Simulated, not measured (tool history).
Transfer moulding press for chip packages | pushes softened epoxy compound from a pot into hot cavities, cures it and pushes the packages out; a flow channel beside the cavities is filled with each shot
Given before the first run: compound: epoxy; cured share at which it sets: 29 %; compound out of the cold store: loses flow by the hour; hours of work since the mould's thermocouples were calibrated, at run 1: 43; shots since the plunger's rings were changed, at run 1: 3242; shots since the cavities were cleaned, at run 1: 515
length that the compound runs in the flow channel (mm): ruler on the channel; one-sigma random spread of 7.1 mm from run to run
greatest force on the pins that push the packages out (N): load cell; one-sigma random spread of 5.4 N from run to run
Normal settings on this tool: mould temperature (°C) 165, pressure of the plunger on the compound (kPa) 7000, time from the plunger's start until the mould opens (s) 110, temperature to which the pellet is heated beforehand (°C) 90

run	hour	mould temperature (°C)	pressure of the plunger on the compound (kPa)	time from the plunger's start until the mould opens (s)	temperature to which the pellet is heated beforehand (°C)	hours of work since the mould's thermocouples were calibrated	shots since the plunger's rings were changed	shots since the cavities were cleaned	incoming compound's hours out of the cold store	length that the compound runs in the flow channel (mm)	greatest force on the pins that push the packages out (N)
1	0.0	165	7000	110	90	43	3242	515	28.7	785	297
# hour 7.7: cavities cleaned with cleaning compound and waxed
2	12.8	165	7000	110	90	52	3380	63	39.8	742	212
3	24.9	165	7000	110	90	62	3527	210	46.0	710	242
4	44.1	165	7000	110	82	77	3762	445	27.4	785	305
# hour 57.1: cavities cleaned with cleaning compound and waxed
5	59.1	165	7000	110	82	88	3926	24	38.6	734	192
6	75.3	165	7000	110	82	101	4124	222	12.8	849	258
7	92.2	165	7000	110	82	114	4330	428	44.6	698	307
# hour 106.2: cavities cleaned with cleaning compound and waxed
8	111.1	165	7000	110	82	128	4543	60	26.1	783	213
# hour 114.0: mould's thermocouples calibrated
9	128.4	165	7000	110	82	12	4730	247	24.3	784	257
10	141.1	163	7000	110	90	22	4885	402	36.6	745	312
# hour 158.6: cavities cleaned with cleaning compound and waxed
11	159.5	163	7000	110	90	35	5091	11	42.5	712	204
12	170.6	163	7000	110	90	44	5226	146	28.8	748	249
13	181.1	163	7000	110	90	52	5355	275	30.0	747	280
14	192.8	165	7000	110	90	62	5498	418	27.2	743	302
# hour 197.9: plunger's sealing rings changed
# hour 201.3: mould's thermocouples calibrated, once more
15	207.4	158	5690	107	82	5	91	540	25.3	767	440
# hour 211.8: cavities cleaned with cleaning compound and waxed
16	221.6	158	5690	107	82	15	246	119	13.8	806	336
17	233.1	170	5220	112	82	24	387	260	19.8	727	244
18	244.5	170	5220	112	82	33	526	399	9.2	763	271
19	258.0	170	5220	112	82	44	691	564	42.7	644	298
# hour 261.4: cavities cleaned with cleaning compound and waxed
20	269.9	167	5220	112	90	52	818	104	11.2	754	204
21	288.3	163	5220	112	90	67	1043	329	28.4	697	298
22	306.2	163	5220	98	90	81	1261	547	32.3	682	370
# hour 310.9: cavities cleaned with cleaning compound and waxed
23	324.6	163	5740	116	88	95	1468	168	9.6	806	253
24	334.3	165	7370	111	90	103	1586	286	28.4	807	269
25	345.5	165	7370	140	92	112	1722	422	25.1	835	263
26	355.5	165	7000	132	90	120	1844	544	39.1	753	289
# hour 359.7: cavities cleaned with cleaning compound and waxed
27	365.6	165	5690	132	90	127	1950	73	12.1	789	193
28	381.1	165	6280	110	90	139	2138	261	15.4	802	276

How would selected steps in length that the compound runs in the flow channel (mm) from run to run divide? Give the signed amount a tool lacking its hidden state would still show from settings, what came in and random variation, and the signed amount left for the hidden state, including any gauge scatter that is not in both of the compared results.
Hidden conditions of the tool in this case: true mould temperature over the reading, C; pressure that reaches the compound, % of what is set; grip of the stained cavities, % over clean ones'; drift of the gauge itself on flow_mm, %; drift of the gauge itself on push_out_n, %.
Run 5 -> 6: no setting changed, nothing entered. length that the compound runs in the flow channel (mm) +115: hidden state -9, all else +124.
Run 6 -> 7: no setting changed, nothing entered. length that the compound runs in the flow channel (mm) -151: hidden state +6, all else -157.
Run 14 -> 15: mould temperature (°C) 165 -> 158, pressure of the plunger on the compound (kPa) 7000 -> 5690, time from the plunger's start until the mould opens (s) 110 -> 107, temperature to which the pellet is heated beforehand (°C) 90 -> 82, plunger's sealing rings changed, mould's thermocouples calibrated, once more. length that the compound runs in the flow channel (mm) +24: hidden state +57, all else -33.
Run 22 -> 23: pressure of the plunger on the compound (kPa) 5220 -> 5740, time from the plunger's start until the mould opens (s) 98 -> 116, temperature to which the pellet is heated beforehand (°C) 90 -> 88, cavities cleaned with cleaning compound and waxed. length that the compound runs in the flow channel (mm) +124: hidden state -4, all else +128.

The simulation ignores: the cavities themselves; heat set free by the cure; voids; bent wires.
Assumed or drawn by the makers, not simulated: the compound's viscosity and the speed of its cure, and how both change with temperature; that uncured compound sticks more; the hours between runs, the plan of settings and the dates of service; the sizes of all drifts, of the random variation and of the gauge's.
